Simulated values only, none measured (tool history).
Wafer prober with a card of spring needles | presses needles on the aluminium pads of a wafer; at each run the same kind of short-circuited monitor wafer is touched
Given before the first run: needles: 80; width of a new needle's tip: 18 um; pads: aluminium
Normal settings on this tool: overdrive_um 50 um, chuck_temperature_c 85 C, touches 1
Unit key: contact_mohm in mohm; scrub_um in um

Run 1, hour 0.0: usual settings. Result: contact_mohm 414 mohm, scrub_um 12.09 um.
At hour 3.2: tips cleaned on abrasive film.
Run 2, hour 43.2: usual settings. Result: contact_mohm 441 mohm, scrub_um 11.90 um.
At hour 55.4: tips cleaned on abrasive film.
Run 3, hour 73.5: usual settings. Result: contact_mohm 357 mohm, scrub_um 11.99 um.
At hour 107.9: tips cleaned on abrasive film.
Run 4, hour 113.9: usual settings. Result: contact_mohm 289 mohm, scrub_um 11.81 um.
Run 5, hour 141.5: usual settings. Result: contact_mohm 397 mohm, scrub_um 11.89 um.
At hour 159.3: tips cleaned on abrasive film.
Run 6, hour 180.5: usual settings but overdrive_um 40 um. Result: contact_mohm 454 mohm, scrub_um 9.37 um.
At hour 213.3: tips cleaned on abrasive film.
Run 7, hour 213.3: usual settings but overdrive_um 40 um. Result: contact_mohm 251 mohm, scrub_um 9.34 um.
At hour 217.6: height of the first contact set anew.
Run 8, hour 248.0: usual settings but overdrive_um 40 um. Result: contact_mohm 467 mohm, scrub_um 9.78 um.
At hour 265.5: tips cleaned on abrasive film.
Run 9, hour 278.2: usual settings but overdrive_um 40 um. Result: contact_mohm 374 mohm, scrub_um 9.80 um.
At hour 280.9: tips cleaned on abrasive film, once more.
Run 10, hour 314.9: usual settings. Result: contact_mohm 386 mohm, scrub_um 12.25 um.
At hour 336.4: tips cleaned on abrasive film.
Run 11, hour 348.0: usual settings. Result: contact_mohm 326 mohm, scrub_um 12.08 um.
Run 12, hour 376.7: usual settings. Result: contact_mohm 402 mohm, scrub_um 12.08 um.
At hour 389.4: tips cleaned on abrasive film.
Run 13, hour 408.3: usual settings. Result: contact_mohm 347 mohm, scrub_um 12.15 um.
At hour 442.4: tips cleaned on abrasive film.
Run 14, hour 453.2: usual settings. Result: contact_mohm 321 mohm, scrub_um 12.15 um.
Run 15, hour 475.3: usual settings. Result: contact_mohm 390 mohm, scrub_um 12.14 um.
At hour 494.7: tips cleaned on abrasive film.
Run 16, hour 521.7: usual settings. Result: contact_mohm 385 mohm, scrub_um 12.08 um.
Run 17, hour 545.6: usual settings. Result: contact_mohm 413 mohm, scrub_um 12.03 um.
At hour 548.5: tips cleaned on abrasive film.
Run 18, hour 581.9: usual settings. Result: contact_mohm 388 mohm, scrub_um 12.07 um.
At hour 602.1: tips cleaned on abrasive film.
Run 19, hour 630.6: usual settings but overdrive_um 32 um, touches 2. Result: contact_mohm 440 mohm, scrub_um 7.62 um.
At hour 656.3: tips cleaned on abrasive film.
Run 20, hour 660.9: usual settings but overdrive_um 65 um, chuck_temperature_c 51 C. Result: contact_mohm 251 mohm, scrub_um 15.72 um.
At hour 707.7: tips cleaned on abrasive film.
Run 21, hour 711.2: usual settings but overdrive_um 65 um, chuck_temperature_c 50 C. Result: contact_mohm 254 mohm, scrub_um 15.70 um.
Run 22, hour 742.5: usual settings but overdrive_um 49 um, chuck_temperature_c 40 C, touches 2. Result: contact_mohm 331 mohm, scrub_um 11.76 um.
At hour 760.6: tips cleaned on abrasive film.
Run 23, hour 775.1: usual settings but overdrive_um 69 um, chuck_temperature_c 33 C. Result: contact_mohm 278 mohm, scrub_um 16.65 um.
Run 24, hour 803.1: usual settings but overdrive_um 69 um, chuck_temperature_c 33 C. Result: contact_mohm 327 mohm, scrub_um 16.74 um.
At hour 814.7: tips cleaned on abrasive film.
Run 25, hour 836.4: usual settings but overdrive_um 65 um, chuck_temperature_c 41 C. Result: contact_mohm 310 mohm, scrub_um 15.67 um.
At hour 866.6: tips cleaned on abrasive film.
Run 26, hour 867.3: usual settings but overdrive_um 65 um, chuck_temperature_c 41 C. Result: contact_mohm 241 mohm, scrub_um 15.59 um.
Run 27, hour 897.6: usual settings but overdrive_um 65 um, chuck_temperature_c 72 C, touches 3. Result: contact_mohm 267 mohm, scrub_um 15.66 um.
At hour 920.3: tips cleaned on abrasive film.
Run 28, hour 937.3: usual settings but chuck_temperature_c 37 C, touches 3. Result: contact_mohm 271 mohm, scrub_um 11.83 um.
At hour 974.0: tips cleaned on abrasive film.
Run 29, hour 979.5: usual settings but overdrive_um 43 um, chuck_temperature_c 44 C, touches 3. Result: contact_mohm 253 mohm, scrub_um 10.24 um.
Run 30, hour 1012.6: usual settings but chuck_temperature_c 34 C. Result: contact_mohm 414 mohm, scrub_um 11.90 um.
At hour 1025.9: tips cleaned on abrasive film.
Run 31, hour 1037.8: usual settings but overdrive_um 42 um, touches 2. Result: contact_mohm 315 mohm, scrub_um 9.93 um.
At hour 1049.3: height of the first contact set anew.
Run 32, hour 1066.1: usual settings but overdrive_um 42 um, touches 2. Result: contact_mohm 378 mohm, scrub_um 10.28 um.
At hour 1080.5: tips cleaned on abrasive film.
Run 33, hour 1108.9: usual settings but overdrive_um 42 um, touches 2. Result: contact_mohm 357 mohm, scrub_um 10.21 um.
At hour 1132.3: tips cleaned on abrasive film.
Run 34, hour 1134.8: usual settings but overdrive_um 42 um, chuck_temperature_c 31 C, touches 3. Result: contact_mohm 243 mohm, scrub_um 10.21 um.

Branching from run 34: 3 alternative next runs. What would each branch give?
Run A, hour 1173.6: usual settings but overdrive_um 60 um, chuck_temperature_c 27 C. Result: contact_mohm ?, scrub_um ?.
Run B, hour 1173.6: usual settings but overdrive_um 41 um, chuck_temperature_c 64 C. Result: contact_mohm ?, scrub_um ?.
Run C, hour 1173.6: usual settings but chuck_temperature_c 108 C, touches 2. Result: contact_mohm ?, scrub_um ?.

run  contact_mohm  scrub_um
  A           356     14.72
  B           487      9.96
  C           342     12.19
With no hidden state in the tool, these same runs would have given:
run  contact_mohm  scrub_um
  A           218     14.76
  B           230     10.00
  C           241     12.23
